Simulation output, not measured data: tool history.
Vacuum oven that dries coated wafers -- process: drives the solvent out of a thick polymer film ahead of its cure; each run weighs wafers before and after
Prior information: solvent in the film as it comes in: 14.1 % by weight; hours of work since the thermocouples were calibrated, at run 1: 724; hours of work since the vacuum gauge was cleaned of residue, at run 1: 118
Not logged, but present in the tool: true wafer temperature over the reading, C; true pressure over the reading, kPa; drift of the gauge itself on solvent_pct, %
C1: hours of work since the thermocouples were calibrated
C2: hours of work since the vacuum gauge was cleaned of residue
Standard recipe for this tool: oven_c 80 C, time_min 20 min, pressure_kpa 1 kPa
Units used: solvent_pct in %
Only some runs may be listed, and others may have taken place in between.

Run 1, day 0: usual settings; C1 724; C2 118. Result: solvent_pct 2.26 %.
Run 2, day 0.5: usual settings; C1 729; C2 123. Result: solvent_pct 2.04 %.
Run 3, day 1.342: usual settings; C1 737; C2 131. Result: solvent_pct 2.09 %.
Run 4, day 2.333: usual settings; C1 747; C2 141. Result: solvent_pct 2.19 %.
Run 5, day 2.842: usual settings; C1 752; C2 147. Result: solvent_pct 2.14 %.
Run 6, day 3.75: usual settings but time_min 13 min; C1 761; C2 156. Result: solvent_pct 3.48 %.
Run 7, day 4.871: usual settings but time_min 13 min; C1 773; C2 167. Result: solvent_pct 3.69 %.
Run 8, day 5.379: usual settings but oven_c 75 C, time_min 13 min; C1 778; C2 172. Result: solvent_pct 5.25 %.
Run 9, day 6.292: usual settings but oven_c 75 C, time_min 13 min; C1 787; C2 181. Result: solvent_pct 5.32 %.
Run 10, day 7.208: usual settings but oven_c 75 C, time_min 13 min; C1 796; C2 190. Result: solvent_pct 5.2 %.
Run 11, day 7.996: usual settings but oven_c 75 C, time_min 13 min; C1 804; C2 198. Result: solvent_pct 5.28 %.
Run 12, day 9.042: usual settings; C1 815; C2 209. Result: solvent_pct 2.16 %.
Run 13, day 9.692: usual settings; C1 821; C2 215. Result: solvent_pct 2.19 %.
Run 14, day 10.504: usual settings but time_min 12 min; C1 829; C2 223. Result: solvent_pct 4.04 %.
Run 15, day 11.146: usual settings but time_min 12 min; C1 836; C2 230. Result: solvent_pct 3.97 %.
Run 16, day 12.038: usual settings but time_min 12 min; C1 845; C2 239. Result: solvent_pct 4.05 %.
At day 12.721: oven's thermocouples calibrated.
Run 17, day 12.792: usual settings but time_min 12 min; C1 1; C2 246. Result: solvent_pct 3.42 %.
Run 18, day 13.454: usual settings; C1 7; C2 252. Result: solvent_pct 1.74 %.
Run 19, day 14.204: usual settings; C1 15; C2 260. Result: solvent_pct 1.84 %.
Run 20, day 15.012: usual settings; C1 23; C2 268. Result: solvent_pct 1.87 %.
Run 21, day 15.638: usual settings but time_min 11 min; C1 29; C2 274. Result: solvent_pct 3.75 %.
Run 22, day 16.242: usual settings; C1 35; C2 280. Result: solvent_pct 1.88 %.
Run 23, day 17.3: usual settings but pressure_kpa 2.15 kPa; C1 46; C2 291. Result: solvent_pct 2.5 %.
Run 24, day 18.029: usual settings but time_min 11 min; C1 53; C2 298. Result: solvent_pct 3.75 %.
Run 25, day 18.796: usual settings but oven_c 73 C, time_min 12 min, pressure_kpa 2.65 kPa; C1 61; C2 306. Result: solvent_pct 6.6 %.

What will run 26 give?
Run 26, day 19.817: usual settings but oven_c 87 C, pressure_kpa 0.71 kPa; C1 71; C2 316. Result: solvent_pct ?.

Run 26 measured solvent_pct 0.56 %.
If the tool had no hidden condition, the same run with the same run-to-run variation would have returned solvent_pct 0.51 %.
